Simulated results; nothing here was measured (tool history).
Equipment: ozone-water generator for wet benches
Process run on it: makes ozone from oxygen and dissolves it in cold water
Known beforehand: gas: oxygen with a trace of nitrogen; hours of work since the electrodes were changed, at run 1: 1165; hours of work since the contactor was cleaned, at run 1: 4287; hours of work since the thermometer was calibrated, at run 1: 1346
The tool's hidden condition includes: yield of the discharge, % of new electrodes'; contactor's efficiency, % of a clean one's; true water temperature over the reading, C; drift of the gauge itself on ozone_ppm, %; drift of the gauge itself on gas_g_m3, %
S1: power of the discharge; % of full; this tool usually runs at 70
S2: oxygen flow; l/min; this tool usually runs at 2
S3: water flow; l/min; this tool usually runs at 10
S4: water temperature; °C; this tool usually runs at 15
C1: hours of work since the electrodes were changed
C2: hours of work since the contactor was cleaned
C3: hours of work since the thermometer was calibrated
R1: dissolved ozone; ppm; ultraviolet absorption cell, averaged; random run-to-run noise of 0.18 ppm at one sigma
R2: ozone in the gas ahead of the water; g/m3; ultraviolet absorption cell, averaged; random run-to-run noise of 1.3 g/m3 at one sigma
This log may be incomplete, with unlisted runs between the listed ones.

Run 1, day 0: usual settings; C1 1165; C2 4287; C3 1346. Result: R1 23.6 ppm, R2 238.2 g/m3.
Run 2, day 4.512: usual settings; C1 1272; C2 4394; C3 1452. Result: R1 23.3 ppm, R2 238.6 g/m3.
Run 3, day 9.167: usual settings; C1 1382; C2 4504; C3 1563. Result: R1 23.5 ppm, R2 238.4 g/m3.
Run 4, day 11.675: usual settings; C1 1441; C2 4564; C3 1622. Result: R1 23.2 ppm, R2 235.9 g/m3.
Run 5, day 15.508: usual settings; C1 1532; C2 4655; C3 1713. Result: R1 23.1 ppm, R2 237.5 g/m3.
Run 6, day 19.246: usual settings but S2 3.06 l/min; C1 1621; C2 4743; C3 1801. Result: R1 23.6 ppm, R2 190.6 g/m3.
Run 7, day 23.496: usual settings but S2 3.06 l/min; C1 1721; C2 4844; C3 1902. Result: R1 23.8 ppm, R2 187.5 g/m3.
Run 8, day 28.354: usual settings but S2 3.06 l/min; C1 1836; C2 4959; C3 2017. Result: R1 23.5 ppm, R2 186.8 g/m3.
Run 9, day 32.5: usual settings but S2 3.06 l/min; C1 1934; C2 5057; C3 2115. Result: R1 23.1 ppm, R2 186.7 g/m3.
Run 10, day 37.104: usual settings but S2 3.06 l/min; C1 2044; C2 5166; C3 2225. Result: R1 23.3 ppm, R2 187.3 g/m3.
At day 37.396: water thermometer calibrated.
Run 11, day 39.762: usual settings but S1 96 % of full, S2 3.06 l/min; C1 2106; C2 5229; C3 56. Result: R1 27.1 ppm, R2 215.8 g/m3.
Run 12, day 42.138: usual settings but S1 88 % of full; C1 2162; C2 5285; C3 112. Result: R1 25.1 ppm, R2 257.3 g/m3.
Run 13, day 45.446: usual settings but S1 88 % of full; C1 2241; C2 5363; C3 191. Result: R1 25 ppm, R2 261 g/m3.
Run 14, day 49.425: usual settings but S1 43 % of full, S3 9 l/min, S4 20 °C; C1 2335; C2 5458; C3 285. Result: R1 18.3 ppm, R2 183 g/m3.
Run 15, day 54.208: usual settings but S1 43 % of full, S3 9 l/min, S4 20 °C; C1 2448; C2 5571; C3 398. Result: R1 18.2 ppm, R2 184.4 g/m3.

Alternative continuations, all from the tool just after run 15; predict every row:
Run A, day 56.612: usual settings but S3 13 l/min; C1 2505; C2 5628; C3 455. Result: R1 ?, R2 ?.
Run B, day 56.612: usual settings but S1 43 % of full, S3 9 l/min, S4 16 °C; C1 2505; C2 5628; C3 455. Result: R1 ?, R2 ?.
Run C, day 56.612: usual settings but S1 43 % of full, S2 1.38 l/min, S3 9 l/min, S4 11 °C; C1 2505; C2 5628; C3 455. Result: R1 ?, R2 ?.

run    R1     R2
  A  16.6  229.5
  B  19.2  183.7
  C    19  221.9
Without the tool's hidden state the same runs would have given:
run    R1     R2
  A  19.3    249
  B  21.6  195.6
  C  21.4  236.2

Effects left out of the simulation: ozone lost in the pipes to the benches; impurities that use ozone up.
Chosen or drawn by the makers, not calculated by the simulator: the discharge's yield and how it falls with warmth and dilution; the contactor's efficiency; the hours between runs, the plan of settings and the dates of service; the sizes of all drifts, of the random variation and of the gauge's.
